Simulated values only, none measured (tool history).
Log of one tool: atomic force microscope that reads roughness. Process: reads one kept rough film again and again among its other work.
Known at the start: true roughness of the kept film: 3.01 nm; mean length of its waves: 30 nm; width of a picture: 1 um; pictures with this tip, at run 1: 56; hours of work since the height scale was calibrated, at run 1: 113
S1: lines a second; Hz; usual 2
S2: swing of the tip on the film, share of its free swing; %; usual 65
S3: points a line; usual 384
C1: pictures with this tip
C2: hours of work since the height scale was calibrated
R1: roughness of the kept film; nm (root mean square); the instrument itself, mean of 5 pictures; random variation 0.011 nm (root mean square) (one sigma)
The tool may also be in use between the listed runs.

run     day    S1  S2   S3   C1   C2     R1
  1       0     2  65  384   56  113    2.6
  2   0.204  2.31  65  384   60  115  2.565
  3   0.412     2  65  384   64  118  2.587
  4   0.721     2  65  384   70  121  2.558
  5   1.071     2  65  384   77  126  2.559
  6   1.412     2  65  412   84  130  2.564
  7   1.646     2  65  412   88  133  2.549
  8   2.004     2  65  412   95  137  2.549
  9   2.242     2  65  412  100  140  2.524
 10   2.475     2  82  384  104  143  2.347
 11   2.846     2  82  384  111  147  2.332
 12   3.046     2  65  384  115  150  2.534
 13     3.4     2  65  384  122  154  2.506
 14   3.758  0.54  65  384  129  158   2.61
 15   4.017  0.54  65  384  134  161  2.623
 16   4.246  0.54  65  384  139  164   2.59
 17   4.483  0.54  65  384  143  167  2.586
 18   4.804  0.54  65  384  149  171  2.577
 19   4.975  0.54  65  384  153  173  2.568
 20   5.167  0.54  65  384  156  175  2.578
 21   5.458     2  65  384  162  179  2.474
 22   5.725     2  56  264  167  182  2.489
 23   6.096     2  56  264  174  187  2.506
 24   6.362  0.53  73  422  179  190  2.536
 25   6.708     2  80  383  186  194  2.276
 26   7.096     2  80  383  194  199  2.282
 27   7.254  2.13  57  492  197  201   2.49
 28   7.571  2.13  57  492  203  205  2.467
 29   7.875     2  86  512  209  208  2.194
 30   8.038  1.38  89  572  212  210  2.271
 31   8.238  1.38  89  572  216  213  2.263
 32   8.621  1.38  89  572  223  217  2.244
 33   8.908  1.38  89  572  229  221  2.265
 34   9.175  0.96  65  823  234  224  2.471
 35   9.371  2.06  68  601  238  226  2.345
 36   9.612   0.9  56  490  242  229  2.487
 37   9.779   0.9  56  490  246  231  2.497
 38   9.942   1.9  84  402  249  233  2.186
 39  10.183   1.9  58  932  253  236  2.439
 40  10.471  1.75  72  564  259  240  2.329
 41  10.796  1.75  72  564  265  244  2.344

Forecast each of these 3 alternatives for the next run:
  A  11.117  1.48  72  564  271  248   ?
  B  11.117  1.75  72  283  271  248   ?
  C  11.117  0.57  81  751  271  248   ?

run     R1
  A  2.348
  B  2.312
  C    2.4
Without the tool's hidden state the same runs would have given:
run     R1
  A  2.646
  B  2.606
  C  2.706
